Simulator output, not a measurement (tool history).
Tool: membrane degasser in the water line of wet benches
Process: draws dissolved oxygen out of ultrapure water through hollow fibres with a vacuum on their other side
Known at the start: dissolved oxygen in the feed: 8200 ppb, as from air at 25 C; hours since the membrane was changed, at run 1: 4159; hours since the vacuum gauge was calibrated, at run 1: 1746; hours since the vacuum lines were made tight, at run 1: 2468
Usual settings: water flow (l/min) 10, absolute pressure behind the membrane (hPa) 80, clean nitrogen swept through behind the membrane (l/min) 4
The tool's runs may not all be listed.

run	hour	water flow (l/min)	absolute pressure behind the membrane (hPa)	clean nitrogen swept through behind the membrane (l/min)	hours since the membrane was changed	hours since the vacuum gauge was calibrated	hours since the vacuum lines were made tight	dissolved oxygen in the water behind the degasser (ppb)	pressure that the water loses in the fibres (hPa)
1	0	10	80	4	4159	1746	2468	44.5	433.4
2	204.9	10	80	4	4364	1951	2673	44.5	427.5
3	374.3	10	100.6	4	4533	2121	2842	58.1	432.6
4	504.1	10	100.6	4	4663	2251	2972	58.5	429.1
5	624.2	10	100.6	4	4783	2371	3092	58.9	431.3
6	791	10	100.6	4	4950	2537	3259	58.2	434.5
7	945.5	10	80	2.4	5104	2692	3414	67.6	435.7
8	1111.6	10	80	2.4	5270	2858	3580	66.2	436.9
9	1313.2	10	80	2.4	5472	3060	3781	68.8	438.3
10	1441.3	10	80	2.37	5600	3188	3909	67.9	436.3
11	1605.1	10	80	2.37	5764	3352	4073	69.9	439.5
12	1755.4	10	111.3	4	5914	3502	4224	68.8	437.1
13	1942.8	10	80	4	6102	3689	4411	48.5	443
14	2028.8	10	80	4	6188	3775	4497	47.9	437.9
15	2176.5	10	80	4	6335	3923	4645	48.2	439.7
16	2261.8	10	80	4	6421	4008	4730	48.6	441.4
# hour 2396.7: vacuum gauge calibrated
17	2423.8	12	81	2.37	6582	27	4891	91.2	526.4
18	2604.3	12	81	2.37	6763	208	5072	89	530.2
19	2783.2	10	97.6	2.97	6942	387	5251	77.1	442.5
20	2948.7	10	80	5.51	7107	552	5416	41.3	444.8
# hour 2981.7: vacuum gauge calibrated, once more
21	3049.1	7	172.8	3.21	7207	67	5516	93.1	313.2
22	3200.3	11	64.8	4	7358	219	5667	41.9	493.2
23	3396.4	11	48.8	8.05	7554	415	5864	24.5	489.5
# hour 3444: seals of the vacuum lines changed
24	3498.5	11	91.1	7.41	7654	515	55	40.9	495.4
25	3639.3	11	91.1	5.5	7795	656	195	48.1	490.3
26	3825.5	8	80	2.49	7981	842	382	47.8	358.5
27	4014.6	8	80	9.9	8171	1031	571	20	361.4
28	4219.4	6	195.1	9.9	8375	1236	775	30.8	274.3
29	4327.8	7	88.8	3.24	8484	1344	884	39.6	316.4
30	4456.5	7	88.8	5.13	8612	1473	1013	27.6	316.4
31	4564.6	7	88.8	5.13	8721	1581	1121	28.3	320.3

The same runs without the tool's hidden state, with the same run-to-run variation:
The hidden state here: membrane still open, %; true pressure behind the membrane over the reading, kPa; air that leaks in behind the membrane, l/min; drift of the gauge itself on oxygen_ppb, %; drift of the gauge itself on loss_of_pressure_kpa, %.
run	dissolved oxygen in the water behind the degasser (ppb)	pressure that the water loses in the fibres (hPa)
1	38.8	415
2	38.6	408.2
3	51.1	412.6
4	51.2	408.3
5	51.5	409.9
6	50.6	412.3
7	58	412.5
8	56.6	412.8
9	58.3	413.3
10	57.3	410.8
11	58.7	413.1
12	58.4	409.9
13	39.1	414.7
14	38.5	409.4
15	38.3	410.3
16	38.6	411.5
17	74.3	489.7
18	72.2	492.4
19	62.7	409.9
20	31	411.2
21	80	289.3
22	32.9	454.6
23	16.4	449.8
24	33.2	455.1
25	40	449.2
26	42.8	327.6
27	15	329.7
28	27.3	249.8
29	34.7	287.2
30	23	286.7
31	23.4	290.2
